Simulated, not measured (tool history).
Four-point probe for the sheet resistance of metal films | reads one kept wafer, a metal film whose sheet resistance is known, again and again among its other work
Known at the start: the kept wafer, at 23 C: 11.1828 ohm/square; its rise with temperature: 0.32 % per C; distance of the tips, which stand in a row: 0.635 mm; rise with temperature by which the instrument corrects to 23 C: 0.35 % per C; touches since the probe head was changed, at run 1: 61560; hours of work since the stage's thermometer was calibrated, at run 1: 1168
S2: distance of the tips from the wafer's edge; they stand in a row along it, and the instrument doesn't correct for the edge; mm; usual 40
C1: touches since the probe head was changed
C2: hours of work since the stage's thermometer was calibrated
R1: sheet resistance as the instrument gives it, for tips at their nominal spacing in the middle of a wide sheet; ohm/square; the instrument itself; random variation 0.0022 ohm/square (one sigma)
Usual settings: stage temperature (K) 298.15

{"run": 1, "hour": 0.0, "stage temperature (K)": 298.15, "S2": 40, "C1": 61560, "C2": 1168, "R1": 11.132387}
{"run": 2, "hour": 38.5, "stage temperature (K)": 298.15, "S2": 40, "C1": 63252, "C2": 1192, "R1": 11.128068}
{"run": 3, "hour": 65.4, "stage temperature (K)": 298.15, "S2": 40, "C1": 64437, "C2": 1208, "R1": 11.131118}
{"run": 4, "hour": 125.0, "stage temperature (K)": 298.15, "S2": 40, "C1": 67060, "C2": 1244, "R1": 11.130593}
{"run": 5, "hour": 183.4, "stage temperature (K)": 298.15, "S2": 40, "C1": 69630, "C2": 1279, "R1": 11.127249}
{"run": 6, "hour": 236.3, "stage temperature (K)": 298.15, "S2": 40, "C1": 71957, "C2": 1311, "R1": 11.124442}
{"run": 7, "hour": 290.1, "stage temperature (K)": 298.15, "S2": 40, "C1": 74325, "C2": 1343, "R1": 11.124542}
{"run": 8, "hour": 323.3, "stage temperature (K)": 298.15, "S2": 40, "C1": 75790, "C2": 1363, "R1": 11.12698}
{"run": 9, "hour": 381.8, "stage temperature (K)": 308.15, "S2": 40, "C1": 78363, "C2": 1399, "R1": 11.086729}
{"run": 10, "hour": 412.1, "stage temperature (K)": 308.15, "S2": 40, "C1": 79697, "C2": 1417, "R1": 11.092506}
{"run": 11, "hour": 464.2, "stage temperature (K)": 308.15, "S2": 40, "C1": 81989, "C2": 1448, "R1": 11.086421}
{"run": 12, "hour": 518.8, "stage temperature (K)": 308.15, "S2": 40, "C1": 84390, "C2": 1481, "R1": 11.08617}
{"run": 13, "hour": 547.0, "stage temperature (K)": 298.15, "S2": 40, "C1": 85632, "C2": 1498, "R1": 11.121263}
{"run": 14, "hour": 588.1, "stage temperature (K)": 298.15, "S2": 40, "C1": 87439, "C2": 1523, "R1": 11.118878}
{"run": 15, "hour": 632.5, "stage temperature (K)": 292.15, "S2": 40, "C1": 89394, "C2": 1550, "R1": 11.141575}
{"run": 16, "hour": 658.7, "stage temperature (K)": 292.15, "S2": 40, "C1": 90548, "C2": 1566, "R1": 11.14171}
{"run": 17, "hour": 709.1, "stage temperature (K)": 292.15, "S2": 40, "C1": 92767, "C2": 1596, "R1": 11.141491}
{"run": 18, "hour": 759.8, "stage temperature (K)": 292.15, "S2": 40, "C1": 94996, "C2": 1627, "R1": 11.136153}
{"run": 19, "hour": 812.6, "stage temperature (K)": 292.15, "S2": 40, "C1": 97320, "C2": 1658, "R1": 11.137875}
{"run": 20, "hour": 859.7, "stage temperature (K)": 292.15, "S2": 40, "C1": 99391, "C2": 1687, "R1": 11.13629}
{"run": 21, "hour": 895.6, "stage temperature (K)": 298.15, "S2": 20, "C1": 100975, "C2": 1709, "R1": 11.119628}
{"run": 22, "hour": 938.6, "stage temperature (K)": 298.15, "S2": 20, "C1": 102867, "C2": 1734, "R1": 11.113542}
{"run": 23, "hour": 971.2, "stage temperature (K)": 298.15, "S2": 20, "C1": 104299, "C2": 1754, "R1": 11.116733}
{"run": 24, "hour": 1026.9, "stage temperature (K)": 294.15, "S2": 7, "C1": 106751, "C2": 1788, "R1": 11.176641}
{"run": 25, "hour": 1054.8, "stage temperature (K)": 296.15, "S2": 40, "C1": 107980, "C2": 1804, "R1": 11.115741}
{"run": 26, "hour": 1111.2, "stage temperature (K)": 305.15, "S2": 5, "C1": 110460, "C2": 1838, "R1": 11.174625}
{"run": 27, "hour": 1147.8, "stage temperature (K)": 299.15, "S2": 7, "C1": 112071, "C2": 1861, "R1": 11.150529}
{"hour": 1150.7, "done": "stage's thermometer calibrated"}
{"run": 28, "hour": 1206.6, "stage temperature (K)": 299.15, "S2": 7, "C1": 114637, "C2": 34, "R1": 11.156143}
{"run": 29, "hour": 1245.3, "stage temperature (K)": 306.15, "S2": 53, "C1": 116341, "C2": 57, "R1": 11.076131}
{"hour": 1265.7, "done": "stage's thermometer calibrated, once more"}
{"run": 30, "hour": 1300.5, "stage temperature (K)": 298.15, "S2": 34, "C1": 118749, "C2": 21, "R1": 11.09446}
{"run": 31, "hour": 1360.3, "stage temperature (K)": 298.15, "S2": 34, "C1": 121379, "C2": 57, "R1": 11.088936}
{"run": 32, "hour": 1416.4, "stage temperature (K)": 306.15, "S2": 72, "C1": 123848, "C2": 91, "R1": 11.059731}
{"run": 33, "hour": 1453.6, "stage temperature (K)": 306.15, "S2": 4, "C1": 125487, "C2": 113, "R1": 11.206267}
{"run": 34, "hour": 1490.0, "stage temperature (K)": 303.15, "S2": 28, "C1": 127088, "C2": 135, "R1": 11.066754}
{"run": 35, "hour": 1519.5, "stage temperature (K)": 307.15, "S2": 16, "C1": 128384, "C2": 153, "R1": 11.061561}
{"run": 36, "hour": 1555.9, "stage temperature (K)": 307.15, "S2": 16, "C1": 129988, "C2": 175, "R1": 11.059695}
{"run": 37, "hour": 1586.8, "stage temperature (K)": 295.15, "S2": 6, "C1": 131347, "C2": 194, "R1": 11.161047}
{"run": 38, "hour": 1624.9, "stage temperature (K)": 297.15, "S2": 6, "C1": 133024, "C2": 217, "R1": 11.1488}
{"run": 39, "hour": 1675.4, "stage temperature (K)": 297.15, "S2": 6, "C1": 135246, "C2": 247, "R1": 11.153456}
{"run": 40, "hour": 1733.9, "stage temperature (K)": 294.15, "S2": 53, "C1": 137820, "C2": 282, "R1": 11.095672}
{"run": 41, "hour": 1791.3, "stage temperature (K)": 295.15, "S2": 40, "C1": 140345, "C2": 317, "R1": 11.088956}
{"run": 42, "hour": 1831.6, "stage temperature (K)": 295.15, "S2": 40, "C1": 142121, "C2": 341, "R1": 11.089154}
{"run": 43, "hour": 1865.2, "stage temperature (K)": 292.15, "S2": 41, "C1": 143598, "C2": 362, "R1": 11.10242}
{"run": 44, "hour": 1905.7, "stage temperature (K)": 295.15, "S2": 32, "C1": 145381, "C2": 386, "R1": 11.0899}

Forecast each of these 5 alternatives for the next run:
{"run": "A", "hour": 1940.5, "stage temperature (K)": 300.15, "S2": 18, "C1": 146912, "C2": 407, "R1": "?"}
{"run": "B", "hour": 1940.5, "stage temperature (K)": 291.15, "S2": 32, "C1": 146912, "C2": 407, "R1": "?"}
{"run": "C", "hour": 1940.5, "stage temperature (K)": 300.15, "S2": 54, "C1": 146912, "C2": 407, "R1": "?"}
{"run": "D", "hour": 1940.5, "stage temperature (K)": 302.15, "S2": 8, "C1": 146912, "C2": 407, "R1": "?"}
{"run": "E", "hour": 1940.5, "stage temperature (K)": 302.15, "S2": 10, "C1": 146912, "C2": 407, "R1": "?"}

run=A R1=11.07561
run=B R1=11.104947
run=C R1=11.06643
run=D R1=11.098285
run=E R1=11.08495
Without the tool's hidden state the same runs would have given:
run=A R1=11.176378
run=B R1=11.206019
run=C R1=11.167119
run=D R1=11.19923
run=E R1=11.185784

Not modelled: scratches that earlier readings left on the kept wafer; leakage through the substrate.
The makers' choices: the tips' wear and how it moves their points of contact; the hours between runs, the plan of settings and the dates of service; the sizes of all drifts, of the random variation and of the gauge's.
